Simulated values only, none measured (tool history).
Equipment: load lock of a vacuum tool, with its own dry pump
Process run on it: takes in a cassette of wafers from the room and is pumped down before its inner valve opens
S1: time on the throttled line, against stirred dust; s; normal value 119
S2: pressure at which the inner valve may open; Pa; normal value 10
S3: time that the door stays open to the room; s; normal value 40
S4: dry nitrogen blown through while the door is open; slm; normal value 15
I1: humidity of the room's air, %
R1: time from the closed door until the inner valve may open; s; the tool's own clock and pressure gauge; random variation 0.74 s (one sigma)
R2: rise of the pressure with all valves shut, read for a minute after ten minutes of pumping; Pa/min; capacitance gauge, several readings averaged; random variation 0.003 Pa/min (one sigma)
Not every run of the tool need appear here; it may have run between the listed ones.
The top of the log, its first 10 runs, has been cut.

run 11 day=119.738 | S1=119 S2=10 S3=40 S4=18 | I1=41.8 | R1=180.5 R2=0.011
run 12 day=136.471 | S1=119 S2=10 S3=40 S4=13 | I1=45.9 | R1=177.7 R2=0.019
run 13 day=150.954 | S1=119 S2=10 S3=40 S4=13 | I1=44.1 | R1=179.3 R2=0.013
run 14 day=160.296 | S1=119 S2=10 S3=40 S4=13 | I1=44.6 | R1=177.6 R2=0.020
run 15 day=174.546 | S1=119 S2=10 S3=40 S4=13 | I1=43.6 | R1=180.0 R2=0.020
run 16 day=182.817 | S1=119 S2=10 S3=40 S4=13 | I1=42.4 | R1=178.0 R2=0.019
run 17 day=193.738 | S1=124 S2=10 S3=40 S4=5 | I1=49.7 | R1=183.8 R2=0.028
run 18 day=202.262 | S1=119 S2=14 S3=36 S4=15 | I1=47.0 | R1=176.0 R2=0.020
run 19 day=210.204 | S1=201 S2=10 S3=54 S4=15 | I1=43.0 | R1=251.6 R2=0.021
run 20 day=219.638 | S1=103 S2=15 S3=40 S4=36 | I1=45.2 | R1=161.7 R2=0.017
run 21 day=230.679 | S1=119 S2=11 S3=76 S4=26 | I1=45.8 | R1=177.8 R2=0.023
run 22 day=246.550 | S1=119 S2=11 S3=76 S4=26 | I1=43.2 | R1=177.4 R2=0.021
run 23 day=262.092 | S1=119 S2=13 S3=40 S4=15 | I1=47.7 | R1=176.5 R2=0.020
run 24 day=271.467 | S1=119 S2=16 S3=40 S4=15 | I1=45.5 | R1=175.3 R2=0.020
run 25 day=284.325 | S1=119 S2=16 S3=40 S4=15 | I1=46.7 | R1=174.5 R2=0.019
run 26 day=302.479 | S1=119 S2=15 S3=52 S4=15 | I1=47.2 | R1=175.4 R2=0.025
run 27 day=321.683 | S1=68 S2=15 S3=112 S4=15 | I1=42.4 | R1=129.8 R2=0.034
run 28 day=330.846 | S1=68 S2=11 S3=204 S4=15 | I1=45.6 | R1=131.5 R2=0.049
run 29 day=342.008 | S1=105 S2=14 S3=49 S4=19 | I1=42.2 | R1=163.4 R2=0.018
run 30 day=351.967 | S1=232 S2=13 S3=68 S4=19 | I1=48.0 | R1=279.8 R2=0.026
run 31 day=365.954 | S1=232 S2=10 S3=55 S4=20 | I1=45.6 | R1=278.8 R2=0.017

Here are 5 independent what-if runs from the current tool condition. What would each one return?
run A day=378.688 | S1=232 S2=12 S3=95 S4=29 | I1=45.0 | R1=? R2=?
run B day=378.688 | S1=232 S2=10 S3=58 S4=20 | I1=45.3 | R1=? R2=?
run C day=378.688 | S1=119 S2=10 S3=52 S4=15 | I1=44.6 | R1=? R2=?
run D day=378.688 | S1=119 S2=11 S3=70 S4=23 | I1=44.8 | R1=? R2=?
run E day=378.688 | S1=119 S2=16 S3=40 S4=28 | I1=44.4 | R1=? R2=?

run=A R1=279.0 R2=0.022
run=B R1=277.8 R2=0.026
run=C R1=179.8 R2=0.019
run=D R1=178.1 R2=0.027
run=E R1=173.3 R2=0.018
Take away the tool's hidden state, keep each run's random variation, and the runs would have read:
run=A R1=279.0 R2=0.021
run=B R1=277.8 R2=0.025
run=C R1=179.8 R2=0.018
run=D R1=178.1 R2=0.026
run=E R1=173.3 R2=0.017
